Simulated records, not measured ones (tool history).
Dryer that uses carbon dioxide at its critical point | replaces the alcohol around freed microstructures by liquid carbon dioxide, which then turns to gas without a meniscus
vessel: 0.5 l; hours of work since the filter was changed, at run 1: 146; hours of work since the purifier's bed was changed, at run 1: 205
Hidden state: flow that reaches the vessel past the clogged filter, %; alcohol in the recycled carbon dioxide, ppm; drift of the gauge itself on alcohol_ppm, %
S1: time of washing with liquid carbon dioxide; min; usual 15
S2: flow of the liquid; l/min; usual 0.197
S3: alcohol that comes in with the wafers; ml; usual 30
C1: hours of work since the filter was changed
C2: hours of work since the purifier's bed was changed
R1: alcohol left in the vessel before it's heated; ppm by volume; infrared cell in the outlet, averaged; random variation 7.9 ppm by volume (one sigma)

run 1 hour=0 | S1=15 S2=0.197 S3=30 | C1=146 C2=205 | R1=669
run 2 hour=17.7 | S1=15 S2=0.197 S3=30 | C1=157 C2=216 | R1=706
run 3 hour=29 | S1=15 S2=0.197 S3=30 | C1=164 C2=223 | R1=695
run 4 hour=40.6 | S1=15 S2=0.197 S3=30 | C1=172 C2=230 | R1=758
run 5 hour=57.2 | S1=15 S2=0.197 S3=21 | C1=182 C2=241 | R1=546
run 6 hour=71 | S1=15 S2=0.137 S3=30 | C1=190 C2=249 | R1=2920
run 7 hour=82.3 | S1=15 S2=0.234 S3=30 | C1=197 C2=256 | R1=375
run 8 hour=90.4 | S1=15 S2=0.234 S3=30 | C1=202 C2=261 | R1=401
run 9 hour=107.6 | S1=12 S2=0.189 S3=44 | C1=213 C2=272 | R1=3085
run 10 hour=123.4 | S1=12 S2=0.189 S3=44 | C1=223 C2=282 | R1=3163
run 11 hour=139.7 | S1=20 S2=0.146 S3=82 | C1=233 C2=292 | R1=2445
run 12 hour=151.3 | S1=16 S2=0.197 S3=30 | C1=240 C2=299 | R1=681
run 13 hour=166.7 | S1=16 S2=0.197 S3=30 | C1=250 C2=308 | R1=723
run 14 hour=178.2 | S1=20 S2=0.197 S3=95 | C1=257 C2=316 | R1=750
run 15 hour=192.1 | S1=13 S2=0.197 S3=20 | C1=265 C2=324 | R1=1118
run 16 hour=202.3 | S1=15 S2=0.259 S3=101 | C1=272 C2=330 | R1=840

3 ways to go on from here, each from the tool as it stands after run 16. What would each give?
run A hour=213 | S1=21 S2=0.218 S3=114 | C1=278 C2=337 | R1=?
run B hour=213 | S1=13 S2=0.124 S3=90 | C1=278 C2=337 | R1=?
run C hour=213 | S1=11 S2=0.141 S3=25 | C1=278 C2=337 | R1=?

run=A R1=421
run=B R1=19503
run=C R1=5770
Without the tool's hidden state the same runs would have given:
run=A R1=93
run=B R1=12639
run=C R1=3747

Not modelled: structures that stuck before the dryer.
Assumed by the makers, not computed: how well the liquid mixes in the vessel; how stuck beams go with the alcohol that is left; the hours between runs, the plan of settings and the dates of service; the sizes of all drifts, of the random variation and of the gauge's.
